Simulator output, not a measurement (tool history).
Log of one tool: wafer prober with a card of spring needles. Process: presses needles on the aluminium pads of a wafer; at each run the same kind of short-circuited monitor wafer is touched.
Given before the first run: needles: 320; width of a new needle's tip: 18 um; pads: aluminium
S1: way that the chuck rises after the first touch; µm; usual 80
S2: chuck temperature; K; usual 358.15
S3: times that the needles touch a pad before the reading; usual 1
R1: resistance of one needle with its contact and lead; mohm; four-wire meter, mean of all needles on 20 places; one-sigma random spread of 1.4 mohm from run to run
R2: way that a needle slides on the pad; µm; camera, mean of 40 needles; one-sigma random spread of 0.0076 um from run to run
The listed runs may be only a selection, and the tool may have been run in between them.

run 1 hour=0.0 | S1=80 S2=358.15 S3=1 | R1=164 R2=12.655
-- hour=9.2 tips cleaned on abrasive film
-- hour=24.4 tips cleaned on abrasive film
-- hour=39.9 tips cleaned on abrasive film
run 2 hour=53.7 | S1=80 S2=358.15 S3=1 | R1=187 R2=12.615
-- hour=57.2 tips cleaned on abrasive film
-- hour=73.2 tips cleaned on abrasive film
run 3 hour=80.9 | S1=80 S2=358.15 S3=1 | R1=174 R2=12.589
-- hour=87.5 tips cleaned on abrasive film
-- hour=103.4 tips cleaned on abrasive film
run 4 hour=112.4 | S1=80 S2=358.15 S3=1 | R1=174 R2=12.562
-- hour=119.4 tips cleaned on abrasive film
-- hour=135.3 tips cleaned on abrasive film
-- hour=139.0 height of the first contact set anew
run 5 hour=145.3 | S1=80 S2=325.15 S3=1 | R1=178 R2=12.475
-- hour=151.8 tips cleaned on abrasive film
-- hour=165.8 tips cleaned on abrasive film
run 6 hour=168.1 | S1=80 S2=358.15 S3=1 | R1=146 R2=12.412
-- hour=182.3 tips cleaned on abrasive film
run 7 hour=194.0 | S1=80 S2=358.15 S3=1 | R1=188 R2=12.400
-- hour=196.9 tips cleaned on abrasive film
-- hour=213.0 tips cleaned on abrasive film
-- hour=221.4 height of the first contact set anew, once more
run 8 hour=221.4 | S1=80 S2=358.15 S3=1 | R1=170 R2=12.672
-- hour=227.5 tips cleaned on abrasive film
-- hour=241.4 tips cleaned on abrasive film
-- hour=256.3 tips cleaned on abrasive film
run 9 hour=263.0 | S1=80 S2=358.15 S3=3 | R1=142 R2=12.639
-- hour=272.5 tips cleaned on abrasive film
-- hour=289.0 tips cleaned on abrasive film
-- hour=302.9 tips cleaned on abrasive film
run 10 hour=304.8 | S1=80 S2=358.15 S3=1 | R1=142 R2=12.588
-- hour=318.7 tips cleaned on abrasive film
-- hour=335.0 tips cleaned on abrasive film
run 11 hour=337.7 | S1=80 S2=358.15 S3=1 | R1=147 R2=12.580
-- hour=351.5 tips cleaned on abrasive film
-- hour=367.0 tips cleaned on abrasive film
run 12 hour=367.3 | S1=80 S2=358.15 S3=1 | R1=137 R2=12.527
-- hour=384.0 tips cleaned on abrasive film
-- hour=400.9 tips cleaned on abrasive film
-- hour=407.5 height of the first contact set anew
-- hour=417.1 tips cleaned on abrasive film
run 13 hour=417.1 | S1=80 S2=358.15 S3=1 | R1=134 R2=12.674
-- hour=432.5 tips cleaned on abrasive film
-- hour=448.6 tips cleaned on abrasive film
-- hour=463.9 tips cleaned on abrasive film
run 14 hour=467.5 | S1=80 S2=358.15 S3=2 | R1=147 R2=12.615
-- hour=480.9 tips cleaned on abrasive film
-- hour=494.8 tips cleaned on abrasive film
run 15 hour=496.2 | S1=80 S2=358.15 S3=2 | R1=136 R2=12.597
-- hour=511.9 tips cleaned on abrasive film
-- hour=528.3 tips cleaned on abrasive film
run 16 hour=531.7 | S1=80 S2=349.15 S3=2 | R1=140 R2=12.579
-- hour=542.5 tips cleaned on abrasive film
-- hour=559.9 tips cleaned on abrasive film
-- hour=576.2 tips cleaned on abrasive film
run 17 hour=581.5 | S1=80 S2=323.15 S3=1 | R1=165 R2=12.520
-- hour=591.4 tips cleaned on abrasive film
-- hour=594.0 height of the first contact set anew
-- hour=607.4 tips cleaned on abrasive film
-- hour=622.8 tips cleaned on abrasive film
run 18 hour=625.9 | S1=80 S2=323.15 S3=1 | R1=146 R2=12.655
-- hour=639.8 tips cleaned on abrasive film
-- hour=656.6 tips cleaned on abrasive film
run 19 hour=668.3 | S1=80 S2=323.15 S3=1 | R1=183 R2=12.630
-- hour=671.9 tips cleaned on abrasive film
-- hour=688.7 tips cleaned on abrasive film
-- hour=703.9 tips cleaned on abrasive film
run 20 hour=710.1 | S1=65 S2=304.15 S3=1 | R1=195 R2=10.209
-- hour=718.7 tips cleaned on abrasive film
-- hour=732.6 tips cleaned on abrasive film
run 21 hour=732.6 | S1=81 S2=356.15 S3=1 | R1=136 R2=12.718
-- hour=748.9 tips cleaned on abrasive film
-- hour=764.5 tips cleaned on abrasive film
run 22 hour=770.9 | S1=100 S2=313.15 S3=1 | R1=153 R2=15.718
-- hour=780.5 tips cleaned on abrasive film
-- hour=780.8 height of the first contact set anew
-- hour=796.6 tips cleaned on abrasive film
run 23 hour=807.6 | S1=86 S2=305.15 S3=2 | R1=152 R2=13.627
-- hour=811.2 tips cleaned on abrasive film
-- hour=828.3 tips cleaned on abrasive film
run 24 hour=839.6 | S1=86 S2=305.15 S3=2 | R1=153 R2=13.596
-- hour=843.1 tips cleaned on abrasive film
-- hour=859.2 tips cleaned on abrasive film
-- hour=874.6 tips cleaned on abrasive film
run 25 hour=883.2 | S1=86 S2=378.15 S3=2 | R1=156 R2=13.548

The next listed run, before its measurement:
-- hour=889.6 tips cleaned on abrasive film
-- hour=906.9 tips cleaned on abrasive film
-- hour=923.2 tips cleaned on abrasive film
run 26 hour=925.7 | S1=62 S2=370.15 S3=2 | R1=? R2=?

Run 26 measured R1 154 mohm, R2 9.712 µm.
Were there no unlogged condition in the tool, this run, its random variation unchanged, would have produced R1 128 mohm, R2 9.829 µm.
